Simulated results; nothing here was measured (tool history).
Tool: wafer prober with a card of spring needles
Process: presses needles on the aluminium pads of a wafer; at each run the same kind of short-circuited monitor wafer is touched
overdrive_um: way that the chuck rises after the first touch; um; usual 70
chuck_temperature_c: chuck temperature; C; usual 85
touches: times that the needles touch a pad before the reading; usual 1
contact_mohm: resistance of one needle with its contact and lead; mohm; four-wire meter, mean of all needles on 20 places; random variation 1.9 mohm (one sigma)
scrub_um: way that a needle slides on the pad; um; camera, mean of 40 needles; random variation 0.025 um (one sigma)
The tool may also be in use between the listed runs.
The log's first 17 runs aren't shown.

Run 18, hour 360.6: usual settings but touches 2. Result: contact_mohm 211 mohm, scrub_um 14.96 um.
At hour 365.8: tips cleaned on abrasive film.
Run 19, hour 374.8: usual settings but overdrive_um 81 um, chuck_temperature_c 63 C. Result: contact_mohm 204 mohm, scrub_um 17.34 um.
At hour 392.4: tips cleaned on abrasive film.
Run 20, hour 397.6: usual settings but overdrive_um 63 um, chuck_temperature_c 63 C. Result: contact_mohm 211 mohm, scrub_um 13.44 um.
At hour 417.4: tips cleaned on abrasive film.
Run 21, hour 417.4: usual settings but overdrive_um 63 um, chuck_temperature_c 63 C. Result: contact_mohm 205 mohm, scrub_um 13.44 um.
At hour 442.3: tips cleaned on abrasive film.
Run 22, hour 445.2: usual settings but overdrive_um 59 um, chuck_temperature_c 99 C, touches 2. Result: contact_mohm 216 mohm, scrub_um 12.53 um.
Run 23, hour 458.9: usual settings but overdrive_um 60 um, touches 2. Result: contact_mohm 217 mohm, scrub_um 12.76 um.
At hour 468.6: tips cleaned on abrasive film.
At hour 480.3: height of the first contact set anew.
Run 24, hour 482.1: usual settings but chuck_temperature_c 27 C, touches 2. Result: contact_mohm 194 mohm, scrub_um 15.13 um.
At hour 493.9: tips cleaned on abrasive film.
Run 25, hour 495.7: usual settings but overdrive_um 80 um, chuck_temperature_c 83 C, touches 2. Result: contact_mohm 203 mohm, scrub_um 17.21 um.
Run 26, hour 509.0: usual settings but overdrive_um 79 um, chuck_temperature_c 79 C. Result: contact_mohm 208 mohm, scrub_um 17.03 um.
At hour 520.8: tips cleaned on abrasive film.
Run 27, hour 529.6: usual settings but overdrive_um 79 um, chuck_temperature_c 79 C. Result: contact_mohm 207 mohm, scrub_um 17.05 um.
At hour 545.2: tips cleaned on abrasive film.
Run 28, hour 546.1: usual settings but overdrive_um 86 um, chuck_temperature_c 37 C, touches 2. Result: contact_mohm 192 mohm, scrub_um 18.50 um.
Run 29, hour 567.1: usual settings but overdrive_um 54 um, chuck_temperature_c 37 C, touches 2. Result: contact_mohm 207 mohm, scrub_um 11.60 um.
At hour 571.9: tips cleaned on abrasive film.
Run 30, hour 593.6: usual settings but overdrive_um 54 um, chuck_temperature_c 37 C, touches 2. Result: contact_mohm 210 mohm, scrub_um 11.59 um.
At hour 597.2: tips cleaned on abrasive film.
Run 31, hour 620.5: usual settings but overdrive_um 54 um, touches 3. Result: contact_mohm 220 mohm, scrub_um 11.62 um.
At hour 623.1: tips cleaned on abrasive film.
At hour 647.7: tips cleaned on abrasive film.
Run 32, hour 650.8: usual settings but overdrive_um 90 um, chuck_temperature_c 47 C, touches 3. Result: contact_mohm 194 mohm, scrub_um 19.31 um.
At hour 672.2: tips cleaned on abrasive film.
Run 33, hour 678.8: usual settings but chuck_temperature_c 34 C, touches 2. Result: contact_mohm 199 mohm, scrub_um 15.01 um.
At hour 697.0: tips cleaned on abrasive film.
Run 34, hour 701.2: usual settings but overdrive_um 56 um, chuck_temperature_c 27 C, touches 2. Result: contact_mohm 199 mohm, scrub_um 11.96 um.

Forecast each of these 3 alternatives for the next run:
Run A, hour 717.4: usual settings but overdrive_um 50 um, chuck_temperature_c 103 C, touches 2. Result: contact_mohm ?, scrub_um ?.
Run B, hour 717.4: usual settings but overdrive_um 56 um, chuck_temperature_c 45 C, touches 2. Result: contact_mohm ?, scrub_um ?.
Run C, hour 717.4: usual settings but overdrive_um 53 um, chuck_temperature_c 28 C, touches 3. Result: contact_mohm ?, scrub_um ?.

run  contact_mohm  scrub_um
  A           227     10.69
  B           212     11.97
  C           204     11.35
Without the tool's hidden state the same runs would have given:
run  contact_mohm  scrub_um
  A           215     10.79
  B           202     12.06
  C           196     11.44
